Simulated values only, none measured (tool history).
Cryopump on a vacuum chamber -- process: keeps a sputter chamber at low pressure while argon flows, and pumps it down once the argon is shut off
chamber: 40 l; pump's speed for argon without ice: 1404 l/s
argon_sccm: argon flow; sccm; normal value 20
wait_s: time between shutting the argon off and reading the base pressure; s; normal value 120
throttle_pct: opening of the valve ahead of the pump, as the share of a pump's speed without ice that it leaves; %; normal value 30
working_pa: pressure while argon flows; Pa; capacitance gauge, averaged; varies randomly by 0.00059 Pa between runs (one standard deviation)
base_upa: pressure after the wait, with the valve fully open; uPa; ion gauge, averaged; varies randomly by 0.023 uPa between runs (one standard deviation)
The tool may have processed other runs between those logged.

run 1 hour=0.0 | argon_sccm=20 wait_s=120 throttle_pct=30 | working_pa=0.0824 base_upa=2.51
run 2 hour=31.4 | argon_sccm=20 wait_s=120 throttle_pct=30 | working_pa=0.0811 base_upa=2.64
run 3 hour=47.0 | argon_sccm=34 wait_s=120 throttle_pct=30 | working_pa=0.1410 base_upa=2.63
run 4 hour=62.5 | argon_sccm=20 wait_s=120 throttle_pct=30 | working_pa=0.0817 base_upa=2.68
run 5 hour=78.3 | argon_sccm=20 wait_s=120 throttle_pct=30 | working_pa=0.0829 base_upa=2.72
run 6 hour=99.6 | argon_sccm=10 wait_s=120 throttle_pct=30 | working_pa=0.0419 base_upa=2.76
run 7 hour=114.6 | argon_sccm=17 wait_s=120 throttle_pct=30 | working_pa=0.0709 base_upa=2.90
run 8 hour=127.7 | argon_sccm=20 wait_s=132 throttle_pct=30 | working_pa=0.0835 base_upa=2.83
run 9 hour=154.7 | argon_sccm=20 wait_s=132 throttle_pct=30 | working_pa=0.0838 base_upa=2.86
run 10 hour=184.8 | argon_sccm=20 wait_s=132 throttle_pct=30 | working_pa=0.0841 base_upa=3.00
run 11 hour=199.8 | argon_sccm=20 wait_s=132 throttle_pct=30 | working_pa=0.0845 base_upa=3.08
run 12 hour=214.7 | argon_sccm=20 wait_s=120 throttle_pct=54 | working_pa=0.0484 base_upa=3.05
run 13 hour=236.1 | argon_sccm=17 wait_s=49 throttle_pct=30 | working_pa=0.0718 base_upa=3.94
run 14 hour=263.3 | argon_sccm=15 wait_s=76 throttle_pct=26 | working_pa=0.0737 base_upa=3.57
run 15 hour=277.6 | argon_sccm=15 wait_s=76 throttle_pct=26 | working_pa=0.0729 base_upa=3.54
run 16 hour=306.4 | argon_sccm=20 wait_s=258 throttle_pct=30 | working_pa=0.0854 base_upa=3.18
run 17 hour=322.1 | argon_sccm=26 wait_s=120 throttle_pct=39 | working_pa=0.0878 base_upa=3.50
run 18 hour=344.0 | argon_sccm=26 wait_s=120 throttle_pct=39 | working_pa=0.0875 base_upa=3.52
run 19 hour=364.5 | argon_sccm=26 wait_s=120 throttle_pct=39 | working_pa=0.0863 base_upa=3.71
run 20 hour=384.0 | argon_sccm=20 wait_s=120 throttle_pct=37 | working_pa=0.0713 base_upa=3.54
run 21 hour=412.7 | argon_sccm=20 wait_s=120 throttle_pct=37 | working_pa=0.0713 base_upa=3.70
run 22 hour=435.2 | argon_sccm=29 wait_s=117 throttle_pct=16 | working_pa=0.2261 base_upa=3.83
run 23 hour=457.6 | argon_sccm=29 wait_s=117 throttle_pct=16 | working_pa=0.2281 base_upa=3.99
run 24 hour=484.7 | argon_sccm=20 wait_s=229 throttle_pct=45 | working_pa=0.0600 base_upa=3.80

Hidden state or all else? Some run-to-run changes of working_pa, split into what the settings, what came in and random variation would give without the hidden state, and what is left for the hidden state (with any gauge scatter that isn't in both results):
Hidden state present: pump's speed, % of a pump's without ice; cold plate's temperature, K; leak into the chamber, uPa l/s; drift of the gauge itself on working_pa, %; drift of the gauge itself on base_upa, %.
Run 21 -> 22: argon_sccm 20 -> 29, wait_s 120 -> 117, throttle_pct 37 -> 16. working_pa +0.1548 Pa: hidden state +0.0033, all else +0.1515.
Run 23 -> 24: argon_sccm 29 -> 20, wait_s 117 -> 229, throttle_pct 16 -> 45. working_pa -0.1681 Pa: hidden state -0.0027, all else -0.1654.
